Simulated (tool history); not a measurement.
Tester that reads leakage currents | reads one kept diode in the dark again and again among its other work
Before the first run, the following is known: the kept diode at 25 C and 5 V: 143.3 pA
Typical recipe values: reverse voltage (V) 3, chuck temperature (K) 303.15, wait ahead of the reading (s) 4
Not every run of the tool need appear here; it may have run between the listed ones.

| run | day | reverse voltage (V) | chuck temperature (K) | wait ahead of the reading (s) | current that the tester gives (pA) |
|---|---|---|---|---|---|
| 1 | 0 | 3 | 303.15 | 4 | 171.9 |
| 2 | 9.667 | 3 | 303.15 | 4 | 175.37 |
| 3 | 16.1 | 3 | 312.15 | 4 | 399.2 |
| 4 | 24.875 | 3 | 312.15 | 4 | 399.57 |
| 5 | 30.129 | 3 | 303.15 | 0.87 | 179.12 |
| 6 | 35.817 | 3 | 303.15 | 0.87 | 179.79 |
| 7 | 41.908 | 3 | 303.15 | 0.87 | 182.01 |
| 8 | 49.392 | 3 | 303.15 | 0.87 | 182.44 |
| 9 | 57.133 | 3 | 303.15 | 0.87 | 185.07 |
| 10 | 66.15 | 3 | 303.15 | 4 | 186.61 |
| 11 | 73.917 | 3 | 303.15 | 4 | 188.2 |
|  | 75.304 | probe card cleaned and baked |
| 12 | 80.3 | 3 | 303.15 | 4 | 194.08 |
| 13 | 87.346 | 3 | 303.15 | 4 | 196.58 |
| 14 | 95.308 | 3 | 303.15 | 4 | 198.45 |
| 15 | 101.271 | 1.05 | 329.15 | 2.08 | 940.88 |
| 16 | 111.158 | 1.05 | 329.15 | 2.08 | 946.82 |
| 17 | 117.1 | 1.83 | 303.15 | 2.18 | 149.26 |
|  | 118.904 | probe card cleaned and baked, once more |
| 18 | 123.35 | 1.83 | 303.15 | 4.13 | 140.43 |
|  | 128.338 | chuck's temperature calibrated |
| 19 | 129.521 | 2.09 | 295.15 | 4.13 | 63.95 |
| 20 | 139.442 | 2.09 | 295.15 | 4.13 | 65.29 |
| 21 | 144.667 | 5.93 | 333.15 | 1.67 | 3429.76 |
| 22 | 151.288 | 11.72 | 306.15 | 5.79 | 528.76 |
| 23 | 158.942 | 11 | 311.15 | 0.97 | 808.39 |
| 24 | 166.183 | 15.5 | 303.15 | 4 | 492.94 |
| 25 | 170.662 | 15.5 | 320.15 | 4 | 2181.68 |
|  | 175.562 | tester calibrated |
| 26 | 179.029 | 15.67 | 325.15 | 1.44 | 3353.44 |

Some steps in current that the tester gives (pA), run to run, broken into two amounts with sign: the step expected even without the hidden condition (settings, incoming material, random variation), and the rest, left for the hidden condition together with whatever gauge scatter is not in both the measured and the hidden-condition-free result:
The tool's hidden condition here consists of: stray current of the dirty probe card, pA a volt; current scale over the true one, %; true chuck temperature over the reading, C; drift of the gauge itself on leakage_pa, %.
Run 20 -> 21: reverse voltage (V) 2.09 -> 5.93, chuck temperature (K) 295.15 -> 333.15, wait ahead of the reading (s) 4.13 -> 1.67. current that the tester gives (pA) +3364.47: hidden state +36.73, all else +3327.74.
Run 21 -> 22: reverse voltage (V) 5.93 -> 11.72, chuck temperature (K) 333.15 -> 306.15, wait ahead of the reading (s) 1.67 -> 5.79. current that the tester gives (pA) -2901: hidden state -18.92, all else -2882.08.
Run 24 -> 25: chuck temperature (K) 303.15 -> 320.15. current that the tester gives (pA) +1688.74: hidden state +55.01, all else +1633.73.
Run 25 -> 26: reverse voltage (V) 15.5 -> 15.67, chuck temperature (K) 320.15 -> 325.15, wait ahead of the reading (s) 4 -> 1.44, tester calibrated. current that the tester gives (pA) +1171.76: hidden state +79.37, all else +1092.39.

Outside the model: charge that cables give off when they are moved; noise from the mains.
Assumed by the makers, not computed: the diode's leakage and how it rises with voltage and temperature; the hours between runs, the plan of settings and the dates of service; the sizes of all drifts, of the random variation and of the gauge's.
